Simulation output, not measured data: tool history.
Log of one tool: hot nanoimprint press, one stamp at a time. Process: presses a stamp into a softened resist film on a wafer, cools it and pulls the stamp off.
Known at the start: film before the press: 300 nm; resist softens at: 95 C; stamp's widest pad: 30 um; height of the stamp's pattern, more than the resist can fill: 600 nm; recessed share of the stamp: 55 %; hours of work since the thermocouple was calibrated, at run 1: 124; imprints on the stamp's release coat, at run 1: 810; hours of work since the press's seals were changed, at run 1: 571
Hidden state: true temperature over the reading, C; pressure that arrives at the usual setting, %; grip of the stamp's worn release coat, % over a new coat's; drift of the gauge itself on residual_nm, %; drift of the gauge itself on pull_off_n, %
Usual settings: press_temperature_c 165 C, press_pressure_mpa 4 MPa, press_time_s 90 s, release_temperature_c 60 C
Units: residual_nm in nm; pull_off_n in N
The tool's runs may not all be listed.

run    hour  press_temperature_c  press_pressure_mpa  press_time_s  release_temperature_c  hours of work since the thermocouple was calibrated  imprints on the stamp's release coat  hours of work since the press's seals were changed  residual_nm  pull_off_n
  1       0                  165                   4            90                     60                                                  124                                   810                                                 571        137.5         147
  2    30.8                  165                   4            90                     60                                                  139                                   885                                                 585        136.8         152
  3    82.6                  165                   4            90                     60                                                  164                                  1010                                                 610        138.4         148
  4   149.5                  165                   4            90                     49                                                  196                                  1172                                                 642        139.3         196
  5   182.9                  165                4.12            90                     60                                                  212                                  1253                                                 659        137.5         158
  6   239.3                  165                   4            90                     60                                                  240                                  1390                                                 686        140.5         160
  7   281.5                  165                   4            90                     60                                                  260                                  1492                                                 706        141.6         162
  8     323                  165                   4            90                     47                                                  280                                  1592                                                 726        142.2         215
      363.7  -- plate thermocouple calibrated
  9     387                  165                   4            90                     56                                                   11                                  1740                                                 755        135.4         180
 10     428                  165                   4            90                     56                                                   31                                  1839                                                 775        135.8         182
      468.7  -- stamp cleaned and given a new release coat
      481.9  -- press's hydraulic seals changed and the load cell set to zero
 11   481.9                  175                   4            90                     60                                                   50                                    12                                                   0         78.1         121
 12   532.5                  165                2.82            90                     60                                                   75                                   135                                                  24        155.6         127
 13   587.3                  165                2.82            90                     60                                                  101                                   267                                                  51        156.9         133
 14   622.1                  156                2.82            90                     60                                                  118                                   352                                                  68        225.8         136
 15   657.3                  165                   4            90                     60                                                  135                                   437                                                  84        134.5         140
 16   703.2                  165                5.11            90                     59                                                  157                                   548                                                 107        123.9         135
 17   755.5                  169                5.11            82                     59                                                  182                                   675                                                 132        103.7         142
 18   815.3                  165                   4            76                     53                                                  211                                   819                                                 161        146.5         172
 19   858.2                  154                2.83            76                     66                                                  231                                   923                                                 181        251.9         127
 20   928.8                  154                2.83            76                     66                                                  265                                  1094                                                 215        251.1         129
 21   964.7                  165                   4            96                     46                                                  283                                  1181                                                 232        137.1         206
      997.5  -- plate thermocouple calibrated
 22  1037.8                  171                   4            90                     50                                                   19                                  1351                                                 266         97.7         195
 23  1069.7                  171                   4            90                     50                                                   35                                  1428                                                 282         97.9         195
 24  1105.1                  171                   4            90                     50                                                   52                                  1514                                                 299         98.8         192
 25  1149.8                  171                3.42            90                     51                                                   73                                  1622                                                 320        107.3         197
 26  1197.3                  153                3.42            90                     47                                                   96                                  1737                                                 343        240.1         218
 27    1226                  155                   4            90                     48                                                  110                                  1807                                                 357        217.8         217
     1277.8  -- stamp cleaned and given a new release coat
 28  1277.8                  165                   4            90                     61                                                  132                                     0                                                 379          137         122
 29  1315.4                  165                   4            90                     61                                                  150                                    91                                                 397        137.6         126

Some steps in residual_nm between neighbouring runs. How much of each would the tool show without its hidden state too (settings, what came in, random variation), and how much is left for the hidden state, with any gauge scatter that isn't in both results?
Run 8 -> 9: release_temperature_c 47 -> 56, plate thermocouple calibrated. residual_nm -6.8 nm: hidden state -5.5, all else -1.3.
Run 20 -> 21: press_temperature_c 154 -> 165, press_pressure_mpa 2.83 -> 4, press_time_s 76 -> 96, release_temperature_c 66 -> 46. residual_nm -114 nm: hidden state +1.6, all else -115.6.
Run 21 -> 22: press_temperature_c 165 -> 171, press_time_s 96 -> 90, release_temperature_c 46 -> 50, plate thermocouple calibrated. residual_nm -39.4 nm: hidden state -6.4, all else -33.
Run 25 -> 26: press_temperature_c 171 -> 153, release_temperature_c 51 -> 47. residual_nm +132.8 nm: hidden state +1, all else +131.8.
